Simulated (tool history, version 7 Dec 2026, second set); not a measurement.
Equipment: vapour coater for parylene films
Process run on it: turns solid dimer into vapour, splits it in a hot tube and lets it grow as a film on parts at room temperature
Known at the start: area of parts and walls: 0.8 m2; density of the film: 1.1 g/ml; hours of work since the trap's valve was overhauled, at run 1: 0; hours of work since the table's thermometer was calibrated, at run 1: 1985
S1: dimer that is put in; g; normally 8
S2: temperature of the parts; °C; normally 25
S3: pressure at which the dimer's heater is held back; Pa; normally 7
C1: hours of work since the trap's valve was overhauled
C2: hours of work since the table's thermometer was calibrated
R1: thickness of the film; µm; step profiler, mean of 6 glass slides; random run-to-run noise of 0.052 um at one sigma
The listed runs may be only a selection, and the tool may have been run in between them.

run 1 hour=0 | S1=8 S2=25 S3=7 | C1=0 C2=1985 | R1=5.72
run 2 hour=60.9 | S1=8 S2=25 S3=7 | C1=48 C2=2033 | R1=5.52
run 3 hour=103 | S1=8 S2=25 S3=7 | C1=82 C2=2067 | R1=5.52
run 4 hour=146.9 | S1=8 S2=25 S3=7 | C1=117 C2=2102 | R1=5.53
run 5 hour=226.4 | S1=8 S2=25 S3=7 | C1=180 C2=2165 | R1=5.5
run 6 hour=263.6 | S1=8 S2=25 S3=7 | C1=209 C2=2194 | R1=5.34
run 7 hour=300.5 | S1=8 S2=25 S3=7 | C1=239 C2=2224 | R1=5.41
-- hour=341.6 table's thermometer calibrated
run 8 hour=377.1 | S1=8 S2=25 S3=7 | C1=299 C2=28 | R1=5.79
run 9 hour=440.4 | S1=8 S2=20 S3=7 | C1=349 C2=78 | R1=7.02
run 10 hour=475.2 | S1=8 S2=20 S3=7 | C1=376 C2=106 | R1=7.01
run 11 hour=553.3 | S1=8 S2=25 S3=7.04 | C1=438 C2=168 | R1=5.64
run 12 hour=599.2 | S1=8 S2=25 S3=7 | C1=475 C2=204 | R1=5.55
run 13 hour=665.6 | S1=8 S2=25 S3=7 | C1=528 C2=257 | R1=5.56
run 14 hour=727.3 | S1=8 S2=25 S3=7 | C1=577 C2=306 | R1=5.65
run 15 hour=797.3 | S1=8 S2=25 S3=9.54 | C1=632 C2=362 | R1=5.21
-- hour=842.9 trap's valve overhauled
run 16 hour=862.7 | S1=8 S2=25 S3=7 | C1=16 C2=411 | R1=5.42
run 17 hour=907.3 | S1=8 S2=25 S3=5.86 | C1=51 C2=446 | R1=5.62
run 18 hour=953.6 | S1=8 S2=25 S3=7 | C1=88 C2=483 | R1=5.3
-- hour=991.7 trap's valve overhauled, once more
run 19 hour=1038.5 | S1=8 S2=25 S3=7 | C1=37 C2=547 | R1=5.86
run 20 hour=1081.5 | S1=8 S2=25 S3=7 | C1=71 C2=581 | R1=5.86
run 21 hour=1136.9 | S1=8 S2=25 S3=7 | C1=115 C2=625 | R1=5.73
run 22 hour=1209.8 | S1=8 S2=25 S3=7 | C1=173 C2=683 | R1=5.81
run 23 hour=1281.6 | S1=8 S2=25 S3=7 | C1=230 C2=740 | R1=5.61
run 24 hour=1323.1 | S1=8 S2=25 S3=2.31 | C1=263 C2=773 | R1=7.19
run 25 hour=1393.7 | S1=6 S2=34 S3=3.37 | C1=319 C2=829 | R1=3.5
run 26 hour=1439.4 | S1=3 S2=24 S3=2.99 | C1=355 C2=865 | R1=2.66
run 27 hour=1506.6 | S1=3 S2=24 S3=2.99 | C1=409 C2=919 | R1=2.57
run 28 hour=1584.7 | S1=4 S2=25 S3=7 | C1=471 C2=981 | R1=2.77
run 29 hour=1649.4 | S1=5 S2=19 S3=7.79 | C1=522 C2=1032 | R1=4.19
run 30 hour=1685.6 | S1=5 S2=33 S3=7.79 | C1=551 C2=1061 | R1=2.47
run 31 hour=1763.2 | S1=8 S2=28 S3=8.59 | C1=613 C2=1122 | R1=4.57
-- hour=1835.8 trap's valve overhauled
run 32 hour=1835.8 | S1=8 S2=31 S3=5.71 | C1=0 C2=1177 | R1=4.73
run 33 hour=1878 | S1=11 S2=25 S3=4.95 | C1=34 C2=1210 | R1=8.49
run 34 hour=1922.4 | S1=3 S2=21 S3=7 | C1=69 C2=1246 | R1=2.49
run 35 hour=1966 | S1=6 S2=25 S3=3 | C1=103 C2=1280 | R1=5.16
run 36 hour=2037.7 | S1=4 S2=34 S3=3 | C1=160 C2=1337 | R1=2.39
run 37 hour=2085.6 | S1=4 S2=34 S3=3 | C1=198 C2=1375 | R1=2.43
run 38 hour=2166.5 | S1=9 S2=20 S3=5.76 | C1=263 C2=1439 | R1=7.96
run 39 hour=2215.9 | S1=9 S2=20 S3=5.76 | C1=302 C2=1479 | R1=7.87
run 40 hour=2259.2 | S1=13 S2=23 S3=7 | C1=336 C2=1513 | R1=9.75
run 41 hour=2339.3 | S1=7 S2=22 S3=7 | C1=400 C2=1577 | R1=5.42
run 42 hour=2387.3 | S1=9 S2=25 S3=4.52 | C1=438 C2=1615 | R1=6.75
run 43 hour=2439.1 | S1=9 S2=25 S3=4.52 | C1=479 C2=1656 | R1=6.62
run 44 hour=2506.5 | S1=8 S2=33 S3=7 | C1=533 C2=1709 | R1=3.89
run 45 hour=2555.8 | S1=4 S2=37 S3=5.52 | C1=572 C2=1748 | R1=1.78
run 46 hour=2631 | S1=8 S2=25 S3=2.04 | C1=631 C2=1808 | R1=6.92
-- hour=2676.9 trap's valve overhauled
run 47 hour=2704.2 | S1=10 S2=26 S3=4.3 | C1=22 C2=1863 | R1=7.51
run 48 hour=2784.6 | S1=10 S2=26 S3=4.3 | C1=85 C2=1927 | R1=7.4

For some of the steps in R1 from one run to the next: how much would appear even if the tool had no hidden state, given the settings, what came in and random variation, and how much remains for the hidden state plus any gauge scatter that the measured result and the result without hidden state don't share?
Unlogged tool condition in this case: vapour lost through the trap's worn valve, %; true temperature of the parts over the reading, C; drift of the gauge itself on film_um, %.
Run 18 -> 19: trap's valve overhauled, once more. R1 +0.56 µm: hidden state +0.43, all else +0.13.
Run 33 -> 34: S1 11 -> 3, S2 25 -> 21, S3 4.95 -> 7. R1 -6 µm: hidden state +0.2, all else -6.2.
Run 37 -> 38: S1 4 -> 9, S2 34 -> 20, S3 3 -> 5.76. R1 +5.53 µm: hidden state -0.39, all else +5.92.
Run 45 -> 46: S1 4 -> 8, S2 37 -> 25, S3 5.52 -> 2.04. R1 +5.14 µm: hidden state -0.65, all else +5.79.
Run 46 -> 47: S1 8 -> 10, S2 25 -> 26, S3 2.04 -> 4.3, trap's valve overhauled. R1 +0.59 µm: hidden state +0.4, all else +0.19.
